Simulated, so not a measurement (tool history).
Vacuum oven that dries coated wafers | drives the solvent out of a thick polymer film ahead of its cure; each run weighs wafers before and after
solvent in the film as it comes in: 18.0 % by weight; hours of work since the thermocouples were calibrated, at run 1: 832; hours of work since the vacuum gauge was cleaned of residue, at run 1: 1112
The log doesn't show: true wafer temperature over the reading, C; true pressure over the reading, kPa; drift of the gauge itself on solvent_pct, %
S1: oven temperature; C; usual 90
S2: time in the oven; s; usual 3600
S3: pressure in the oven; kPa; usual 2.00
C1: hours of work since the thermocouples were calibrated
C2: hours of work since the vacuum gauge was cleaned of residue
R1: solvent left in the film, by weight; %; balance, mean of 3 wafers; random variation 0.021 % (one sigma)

run,hour,S1,S2,S3,C1,C2,R1
1,0.0,90,3600,2.00,832,1112,1.70
2,32.6,90,3600,2.00,846,1126,1.74
3,60.0,90,3600,2.00,859,1138,1.73
4,86.1,90,2520,2.00,870,1150,2.68
5,125.4,90,2520,2.00,887,1167,2.70
6,150.5,90,3600,2.00,898,1178,1.81
# hour 165.9: vacuum gauge cleaned of residue and calibrated
7,179.8,90,3600,2.00,910,6,1.60
8,202.9,90,3600,2.00,921,16,1.60
9,248.0,90,3600,2.00,940,36,1.68
10,282.3,90,3600,2.00,955,51,1.64
11,332.9,90,3600,2.00,978,73,1.66
12,376.7,98,3600,6.21,997,93,2.50
13,421.6,101,3600,2.00,1017,112,0.82
14,450.7,80,2820,1.36,1029,125,3.83
15,476.5,80,2820,1.36,1041,136,3.86
16,518.3,90,1980,2.00,1059,155,3.61
17,564.2,81,2700,2.00,1079,175,4.23
18,586.1,81,2700,2.00,1089,184,4.20
19,614.1,90,2100,1.53,1101,197,3.13
20,644.3,86,2100,2.00,1114,210,4.28
21,690.2,86,2100,1.11,1135,230,3.79
22,738.2,90,3120,1.79,1156,251,1.95

Forecast each of these 3 alternatives for the next run:
A,778.5,87,3600,1.49,1173,269,?
B,778.5,104,2340,2.28,1173,269,?
C,778.5,77,3780,4.10,1173,269,?

run,R1
A,1.83
B,1.19
C,5.48
Without the tool's hidden state the same runs would have given:
run,R1
A,1.53
B,1.01
C,4.85
